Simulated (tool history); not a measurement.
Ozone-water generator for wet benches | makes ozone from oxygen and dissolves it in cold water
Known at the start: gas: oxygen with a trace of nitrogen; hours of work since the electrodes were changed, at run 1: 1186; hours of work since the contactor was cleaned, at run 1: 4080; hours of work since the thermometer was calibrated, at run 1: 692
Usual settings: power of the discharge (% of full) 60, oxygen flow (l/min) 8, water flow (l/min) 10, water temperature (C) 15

run   hour  power of the discharge (% of full)  oxygen flow (l/min)  water flow (l/min)  water temperature (C)  hours of work since the electrodes were changed  hours of work since the contactor was cleaned  hours of work since the thermometer was calibrated  dissolved ozone (ppm)  ozone in the gas ahead of the water (g/m3)
  1      0                                  60                    8                  10                     15                                             1186                                           4080                                                 692                   27.2                                       190.4
  2   18.3                                  60                    8                  10                     15                                             1203                                           4098                                                 709                     27                                       191.6
  3   37.1                                  60                    8                  10                     15                                             1221                                           4115                                                 727                   27.5                                       191.9
      43.7  -- contactor cleaned
  4   68.7                                  60                    8                  10                     15                                             1247                                             24                                                 753                   28.1                                       189.7
  5   84.4                                  60                    8                  10                     15                                             1262                                             38                                                 768                   28.2                                       189.5
  6  105.7                                  60                    8                  10                     15                                             1282                                             58                                                 788                   28.1                                       189.4
  7    119                                  60                    8                  10                      7                                             1294                                             71                                                 800                   33.4                                       190.5
  8    150                                  77                    8                  10                     15                                             1323                                            100                                                 829                   31.8                                       216.3
  9  173.5                                  54                    8                  10                     15                                             1346                                            122                                                 851                   26.6                                       180.3
 10  190.1                                  54                    8                  10                     15                                             1361                                            138                                                 867                   26.8                                       180.9
 11  216.7                                  54                    8                  10                     15                                             1386                                            163                                                 892                   26.7                                       181.2
 12  242.4                                  54                    8                  10                     15                                             1410                                            187                                                 916                   26.9                                       179.7
 13  264.7                                  54                    8                  10                     15                                             1431                                            208                                                 937                   26.6                                       178.3
 14  280.5                                  54                    8                  10                     15                                             1446                                            223                                                 952                   26.6                                       178.6
 15  310.2                                  54                    8                  10                     15                                             1474                                            251                                                 980                   26.4                                       180.2
 16  323.2                                  54                    8                  10                     15                                             1487                                            263                                                 993                   26.4                                       179.5
 17  339.5                                  60                    8                  10                     15                                             1502                                            279                                                1008                   27.9                                       190.9
 18  369.2                                  60                    8                  10                     15                                             1530                                            307                                                1036                     28                                       188.6
 19  386.5                                  60                    8                  10                     15                                             1546                                            323                                                1052                   28.1                                       189.4
 20  413.6                                  60                    8                  10                     15                                             1572                                            349                                                1078                   27.8                                       190.8
 21  426.7                                  60                 9.51                  14                     10                                             1584                                            361                                                1090                   23.1                                         176
 22  449.7                                  60                 9.51                  14                      8                                             1606                                            383                                                1112                   23.9                                       173.9
 23    482                                  57                 6.66                  10                     15                                             1636                                            413                                                1142                   27.8                                       197.6
 24  501.3                                  60                    8                  12                     15                                             1654                                            431                                                1160                   24.4                                       188.7
 25  528.1                                  73                 5.92                  12                     10                                             1680                                            456                                                1186                   29.7                                       238.6
 26  541.9                                  96                 4.98                  10                     15                                             1693                                            469                                                1199                   36.4                                       295.2
 27  569.2                                  83                12.97                   7                      8                                             1718                                            495                                                1224                   44.8                                       179.7
 28    595                                  53                12.97                   6                      8                                             1743                                            519                                                1249                   38.8                                       142.3
 29  618.3                                  60                    8                  13                     15                                             1765                                            541                                                1271                   22.5                                         190
 30  635.9                                  60                    8                  13                     15                                             1781                                            558                                                1287                   22.7                                       187.9
 31  658.2                                  60                    8                  10                     11                                             1802                                            579                                                1308                   30.2                                       187.8
 32  682.1                                  60                    8                  11                     15                                             1825                                            602                                                1331                   25.8                                       187.1
 33  700.8                                  60                    8                  11                     15                                             1842                                            619                                                1348                   25.8                                       188.2

Measured less the same run without the tool's hidden state. The same run-to-run variation is in both; the gauge's scatter may not be:
The hidden state here: yield of the discharge, % of new electrodes'; contactor's efficiency, % of a clean one's; true water temperature over the reading, C; drift of the gauge itself on ozone_ppm, %; drift of the gauge itself on gas_g_m3, %.
run  dissolved ozone (ppm)  ozone in the gas ahead of the water (g/m3)
  1                   -1.8                                        -4.5
  2                   -1.8                                        -4.6
  3                   -1.9                                        -4.6
  4                   -0.9                                        -4.7
  5                   -0.9                                        -4.8
  6                   -0.9                                        -4.9
  7                   -1.1                                        -4.9
  8                   -1.2                                        -6.5
  9                   -0.8                                        -4.5
 10                   -0.9                                        -4.6
 11                   -0.9                                        -4.7
 12                     -1                                        -4.7
 13                   -0.9                                        -4.7
 14                   -0.9                                        -4.8
 15                     -1                                        -4.9
 16                   -0.9                                        -4.9
 17                   -1.1                                        -5.6
 18                   -1.2                                        -5.7
 19                   -1.1                                        -5.8
 20                   -1.2                                          -6
 21                     -1                                        -5.5
 22                   -1.1                                        -5.6
 23                   -1.1                                        -6.2
 24                     -1                                        -6.1
 25                   -1.4                                        -8.8
 26                     -2                                       -12.7
 27                   -2.3                                        -7.2
 28                   -1.6                                        -4.5
 29                   -1.1                                        -6.6
 30                     -1                                        -6.6
 31                   -1.4                                        -6.7
 32                   -1.2                                        -6.7
 33                   -1.3                                        -6.8

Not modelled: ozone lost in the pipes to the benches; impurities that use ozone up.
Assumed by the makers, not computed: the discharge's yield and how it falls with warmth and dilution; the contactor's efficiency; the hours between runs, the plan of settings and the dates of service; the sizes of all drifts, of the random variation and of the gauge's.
